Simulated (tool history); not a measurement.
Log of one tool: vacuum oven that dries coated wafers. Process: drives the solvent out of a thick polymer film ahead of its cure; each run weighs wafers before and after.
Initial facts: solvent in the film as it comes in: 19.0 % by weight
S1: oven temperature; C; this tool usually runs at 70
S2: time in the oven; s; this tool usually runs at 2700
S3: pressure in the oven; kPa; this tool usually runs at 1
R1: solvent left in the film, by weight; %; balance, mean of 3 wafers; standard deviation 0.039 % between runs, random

run    hour  S1    S2    S3    R1
  1       0  70  2700     1  2.11
  2    72.2  70  1860     1  3.47
  3   128.5  70  1860     1  3.47
  4   175.9  70  1860     1   3.5
  5   239.6  70  1860     1  3.51
  6   328.6  58  2700     1  6.65
  7   371.9  58  2700     1  6.81
  8   420.5  58  2700     1  6.83
  9   496.6  58  2700     1  6.87
 10   552.4  58  2700     1  6.79
 11   615.6  58  2700     1  6.92
 12   665.7  70  2700     1  2.17
 13   735.1  81  2700     1  0.71
 14   787.4  70  2700     1  2.22
 15   859.2  77  2700     1  1.01
 16   945.1  77  2700     1     1
 17  1025.7  77  2700  0.61  0.81
 18  1072.2  70  2700     1  2.31
 19  1131.6  70  2700     1  2.36
 20    1181  70  2700     1  2.33
 21  1243.3  70  2700     1  2.33
 22  1340.1  70  2040     1  3.41
 23  1383.6  70  2700     1  2.35
     1476.8  -- oven's thermocouples calibrated
 24  1484.4  74  2040  3.16  3.48
 25  1579.1  74  1980  1.53  2.46
 26  1652.8  74  1980  1.53  2.46
 27  1737.8  74  1980  1.53  2.51
 28  1802.7  59  4200  0.86  4.11
 29  1883.3  76  3000   2.7  2.15
 30  1983.2  76  3000   2.7  2.19
 31    2069  76  2580  1.32  1.48
 32  2159.7  61  1680  1.08  8.11
 33  2205.4  61  1680  1.08  8.11
 34  2262.5  59  2700   1.6  7.13
 35  2320.4  83  2700  0.88  0.62
 36  2394.2  60  2940  0.88  5.57
 37  2458.1  64  4500  2.65   4.3
 38  2526.6  64  2100  2.22  6.68
 39  2581.4  69  3420  0.58  1.68
 40  2672.5  70  4260     1  1.45
 41  2718.4  70  4620  2.32  2.56
 42  2796.9  58  2580  0.75  7.06
 43    2840  58  2580  0.75  7.13
 44  2910.2  58  2580  0.75  7.09
 45  2980.2  72  2700  0.71  1.76
 46  3070.7  70  2400  0.81  2.69

Below are 4 alternative next runs, each starting from the tool's condition after run 46. Predict each:
  A  3154.7  70  2700  1.14   ?
  B  3154.7  66  3660     1   ?
  C  3154.7  70  1860  0.89   ?
  D  3154.7  70  2100  0.81   ?

run    R1
  A  2.63
  B  2.68
  C  3.77
  D  3.24
With the hidden condition removed and each run's random variation left untouched, the same runs would have given:
run    R1
  A  2.07
  B  2.07
  C   3.2
  D  2.67

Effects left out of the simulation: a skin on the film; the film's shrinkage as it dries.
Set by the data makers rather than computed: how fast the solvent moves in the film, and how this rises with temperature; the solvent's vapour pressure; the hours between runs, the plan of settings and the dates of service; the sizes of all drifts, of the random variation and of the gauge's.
